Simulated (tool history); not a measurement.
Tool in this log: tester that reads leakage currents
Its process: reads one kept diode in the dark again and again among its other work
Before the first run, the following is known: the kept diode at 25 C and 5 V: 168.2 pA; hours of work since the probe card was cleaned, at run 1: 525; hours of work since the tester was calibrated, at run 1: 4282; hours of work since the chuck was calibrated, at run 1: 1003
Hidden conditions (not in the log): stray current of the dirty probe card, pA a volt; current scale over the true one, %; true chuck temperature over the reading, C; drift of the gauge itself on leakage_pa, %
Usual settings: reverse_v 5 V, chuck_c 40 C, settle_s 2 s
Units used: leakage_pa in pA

run,hour,reverse_v,chuck_c,settle_s,hours of work since the probe card was cleaned,hours of work since the tester was calibrated,hours of work since the chuck was calibrated,leakage_pa
1,0,5,40,2,525,4282,1003,668.18
2,241.2,5,40,0.81,668,4426,1147,675.4
3,361.5,1.28,40,0.81,740,4497,1219,396.92
# hour 450.3: tester calibrated
4,506.5,1.28,40,0.81,825,33,1304,391.45
5,761.8,1.28,40,0.81,977,185,1456,398.43
# hour 780.1: chuck's temperature calibrated
6,892.9,1.28,40,0.81,1054,262,67,415.6
7,1175.4,5,40,1.5,1222,431,235,721.47
8,1433.9,5,57,2,1376,584,389,2553.9
# hour 1715.3: chuck's temperature calibrated, once more
9,1722.2,5,57,2,1547,755,4,2116
# hour 1795.2: probe card cleaned and baked
10,1906.1,5,57,2,66,863,112,2115.93
11,2105.5,5,20,2,185,981,231,114.08
12,2343.7,5,20,6.64,327,1123,372,116.53
13,2469,5,20,6.64,401,1198,447,116.91
14,2647.6,2.3,43,0.4,508,1304,553,584.14
15,2888.6,2.68,41,6.15,651,1448,697,538.36
16,3112.4,18.63,25,1.45,784,1581,830,340.84
17,3308.7,18.63,28,0.43,901,1698,947,450.78
18,3541.6,19.12,40,1.29,1040,1836,1086,1149.11
19,3742.9,19.12,40,1.29,1160,1956,1205,1166.02
20,3885.3,19.12,40,1.29,1244,2041,1290,1174.26
21,4080.9,4,46,2.11,1361,2158,1407,990.3
# hour 4184.3: chuck's temperature calibrated
22,4234.7,4,46,2.11,1451,2248,30,883.36
# hour 4445.6: probe card cleaned and baked
23,4497.2,6.81,51,0.94,31,2402,184,1578.83

5 ways to go on from here, each from the tool as it stands after run 23. What would each give?
A,4632.9,5,29,2,112,2483,265,?
B,4632.9,6.81,42,0.94,112,2483,265,?
C,4632.9,1.19,29,1.42,112,2483,265,?
D,4632.9,6.81,51,0.59,112,2483,265,?
E,4632.9,7.63,34,3.45,112,2483,265,?

run,leakage_pa
A,251.96
B,810.54
C,143.02
D,1594.66
E,447.44
What these runs would have given with no unlogged condition in the tool:
run,leakage_pa
A,239.41
B,773.83
C,136.18
D,1526.1
E,425.8
